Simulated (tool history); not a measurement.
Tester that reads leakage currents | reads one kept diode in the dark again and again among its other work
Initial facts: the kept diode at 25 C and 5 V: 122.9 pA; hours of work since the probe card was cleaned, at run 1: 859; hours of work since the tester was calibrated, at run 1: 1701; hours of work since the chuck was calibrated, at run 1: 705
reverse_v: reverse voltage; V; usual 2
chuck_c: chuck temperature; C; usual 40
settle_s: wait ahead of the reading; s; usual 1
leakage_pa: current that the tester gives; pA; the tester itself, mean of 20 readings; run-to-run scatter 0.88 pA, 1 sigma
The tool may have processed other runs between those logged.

| run | day | reverse_v | chuck_c | settle_s | hours of work since the probe card was cleaned | hours of work since the tester was calibrated | hours of work since the chuck was calibrated | leakage_pa |
|---|---|---|---|---|---|---|---|---|
| 1 | 0 | 2 | 40 | 1 | 859 | 1701 | 705 | 287.34 |
| 2 | 0.704 | 2 | 40 | 1 | 870 | 1712 | 716 | 286.56 |
| 3 | 1.625 | 2 | 40 | 1 | 885 | 1726 | 730 | 286.75 |
| 4 | 2.488 | 9.21 | 40 | 1 | 898 | 1740 | 743 | 499.47 |
| 5 | 3.971 | 9.21 | 40 | 9.6 | 921 | 1763 | 767 | 495.88 |
| 6 | 5.396 | 9.21 | 40 | 9.6 | 943 | 1785 | 789 | 495.18 |
| 7 | 6.717 | 9.21 | 40 | 9.6 | 964 | 1806 | 809 | 494.03 |
| 8 | 7.667 | 9.21 | 40 | 9.6 | 979 | 1821 | 824 | 494.7 |
| 9 | 9.15 | 9.21 | 40 | 9.6 | 1002 | 1844 | 847 | 495.47 |
| 10 | 10.058 | 9.21 | 40 | 9.6 | 1016 | 1858 | 862 | 491.96 |
| 11 | 10.829 | 9.21 | 40 | 9.6 | 1028 | 1870 | 874 | 494.92 |
| 12 | 11.704 | 9.21 | 40 | 9.6 | 1042 | 1884 | 887 | 495.38 |
| 13 | 12.788 | 9.21 | 40 | 9.6 | 1059 | 1901 | 904 | 493.04 |
| 14 | 14.125 | 2 | 33 | 1 | 1080 | 1922 | 925 | 165.89 |
| 15 | 15.038 | 2 | 55 | 1 | 1094 | 1936 | 939 | 838.91 |
| 16 | 16.438 | 2 | 40 | 1 | 1116 | 1958 | 961 | 285.47 |
| 17 | 17.996 | 2 | 40 | 1 | 1140 | 1982 | 986 | 283.72 |
| 18 | 18.825 | 2 | 40 | 0.84 | 1153 | 1995 | 999 | 283.95 |
| 19 | 20.288 | 2 | 40 | 0.84 | 1176 | 2018 | 1021 | 284.72 |
| 20 | 21.542 | 2 | 40 | 0.84 | 1196 | 2037 | 1041 | 283.17 |
| 21 | 22.421 | 18.06 | 29 | 0.35 | 1209 | 2051 | 1055 | 282 |
| 22 | 23.717 | 11.42 | 49 | 1.37 | 1230 | 2071 | 1075 | 1027.75 |
| 23 | 24.4 | 3.5 | 45 | 1.37 | 1240 | 2082 | 1086 | 501.73 |
| 24 | 25.2 | 3.5 | 45 | 1.37 | 1253 | 2095 | 1098 | 504.11 |
| 25 | 26.05 | 1.1 | 50 | 0.36 | 1266 | 2108 | 1111 | 476.13 |
| 26 | 27.154 | 1.1 | 50 | 0.36 | 1283 | 2125 | 1129 | 474.44 |
| 27 | 28.138 | 6.55 | 50 | 3.52 | 1299 | 2140 | 1144 | 900.09 |
| 28 | 29.258 | 6.55 | 50 | 3.52 | 1316 | 2158 | 1161 | 898.36 |

Estimate the outcome of run 29 from the log above:
| 29 | 30.75 | 1.01 | 20 | 7.28 | 1339 | 2181 | 1185 | ? |

Run 29 came out at leakage_pa 44.04 pA.
If the tool had no hidden condition, the same run with the same run-to-run variation would have returned leakage_pa 45.45 pA.

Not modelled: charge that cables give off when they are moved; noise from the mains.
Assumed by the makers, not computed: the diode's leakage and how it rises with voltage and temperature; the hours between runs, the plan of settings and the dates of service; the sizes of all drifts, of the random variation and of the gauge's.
